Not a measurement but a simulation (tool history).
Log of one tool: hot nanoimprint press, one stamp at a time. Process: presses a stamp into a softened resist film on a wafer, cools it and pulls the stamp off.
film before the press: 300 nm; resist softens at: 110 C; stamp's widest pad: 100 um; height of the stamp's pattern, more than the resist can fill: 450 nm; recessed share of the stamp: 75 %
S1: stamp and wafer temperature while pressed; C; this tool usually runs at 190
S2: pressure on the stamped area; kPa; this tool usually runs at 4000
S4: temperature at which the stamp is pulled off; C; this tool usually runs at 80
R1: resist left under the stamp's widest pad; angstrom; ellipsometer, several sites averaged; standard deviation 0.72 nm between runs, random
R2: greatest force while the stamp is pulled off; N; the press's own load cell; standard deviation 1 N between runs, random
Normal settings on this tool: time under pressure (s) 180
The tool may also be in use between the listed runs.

run 1 day=0 | S1=190 S2=4000 time_under_pressure_(s)=180 S4=80 | R1=1112 R2=167
-- day=0.429 stamp cleaned and given a new release coat
run 2 day=0.829 | S1=190 S2=4000 time_under_pressure_(s)=180 S4=80 | R1=1121 R2=164
run 3 day=1.146 | S1=190 S2=4000 time_under_pressure_(s)=180 S4=80 | R1=1125 R2=166
run 4 day=1.804 | S1=190 S2=4000 time_under_pressure_(s)=180 S4=80 | R1=1109 R2=165
run 5 day=2.417 | S1=190 S2=4000 time_under_pressure_(s)=180 S4=80 | R1=1122 R2=167
run 6 day=2.721 | S1=190 S2=4000 time_under_pressure_(s)=180 S4=80 | R1=1122 R2=166
run 7 day=3.133 | S1=190 S2=4000 time_under_pressure_(s)=180 S4=80 | R1=1104 R2=165
run 8 day=3.758 | S1=178 S2=4000 time_under_pressure_(s)=180 S4=80 | R1=1894 R2=165
run 9 day=4.212 | S1=190 S2=4000 time_under_pressure_(s)=249 S4=80 | R1=984 R2=166
run 10 day=4.833 | S1=190 S2=4000 time_under_pressure_(s)=104 S4=80 | R1=1361 R2=165
run 11 day=5.45 | S1=190 S2=4000 time_under_pressure_(s)=355 S4=80 | R1=860 R2=166
-- day=5.975 press's hydraulic seals changed and the load cell set to zero
run 12 day=6.2 | S1=190 S2=4000 time_under_pressure_(s)=355 S4=80 | R1=864 R2=165
run 13 day=6.604 | S1=182 S2=4000 time_under_pressure_(s)=180 S4=80 | R1=1601 R2=165
run 14 day=7.183 | S1=182 S2=4000 time_under_pressure_(s)=159 S4=80 | R1=1661 R2=166
run 15 day=7.7 | S1=198 S2=4000 time_under_pressure_(s)=159 S4=80 | R1=819 R2=165
run 16 day=8.054 | S1=180 S2=3040 time_under_pressure_(s)=286 S4=80 | R1=1697 R2=166
run 17 day=8.342 | S1=180 S2=3040 time_under_pressure_(s)=96 S4=80 | R1=2291 R2=164
run 18 day=8.725 | S1=180 S2=3040 time_under_pressure_(s)=96 S4=80 | R1=2264 R2=165
-- day=9.15 plate thermocouple calibrated
run 19 day=9.529 | S1=180 S2=3040 time_under_pressure_(s)=96 S4=80 | R1=2242 R2=164
run 20 day=9.979 | S1=190 S2=4000 time_under_pressure_(s)=180 S4=68 | R1=1117 R2=182
run 21 day=10.288 | S1=201 S2=3830 time_under_pressure_(s)=180 S4=68 | R1=697 R2=182
run 22 day=10.575 | S1=183 S2=2810 time_under_pressure_(s)=214 S4=79 | R1=1672 R2=166
run 23 day=10.912 | S1=183 S2=2810 time_under_pressure_(s)=214 S4=79 | R1=1691 R2=165
run 24 day=11.292 | S1=183 S2=2810 time_under_pressure_(s)=214 S4=79 | R1=1713 R2=165
run 25 day=11.638 | S1=190 S2=3000 time_under_pressure_(s)=180 S4=80 | R1=1297 R2=163
run 26 day=12.054 | S1=190 S2=3000 time_under_pressure_(s)=180 S4=80 | R1=1289 R2=166
run 27 day=12.562 | S1=190 S2=5390 time_under_pressure_(s)=107 S4=80 | R1=1155 R2=164
run 28 day=13.146 | S1=190 S2=5390 time_under_pressure_(s)=107 S4=80 | R1=1161 R2=164

3 options for the next run, each taken on its own from the tool as it stands now. Forecast them:
run A day=13.521 | S1=188 S2=2460 time_under_pressure_(s)=180 S4=75 | R1=? R2=?
run B day=13.521 | S1=190 S2=4550 time_under_pressure_(s)=107 S4=80 | R1=? R2=?
run C day=13.521 | S1=201 S2=3220 time_under_pressure_(s)=182 S4=80 | R1=? R2=?

run=A R1=1552 R2=172
run=B R1=1271 R2=164
run=C R1=769 R2=165
Had the tool no hidden state, the same runs would have come out as:
run=A R1=1551 R2=171
run=B R1=1271 R2=164
run=C R1=769 R2=164

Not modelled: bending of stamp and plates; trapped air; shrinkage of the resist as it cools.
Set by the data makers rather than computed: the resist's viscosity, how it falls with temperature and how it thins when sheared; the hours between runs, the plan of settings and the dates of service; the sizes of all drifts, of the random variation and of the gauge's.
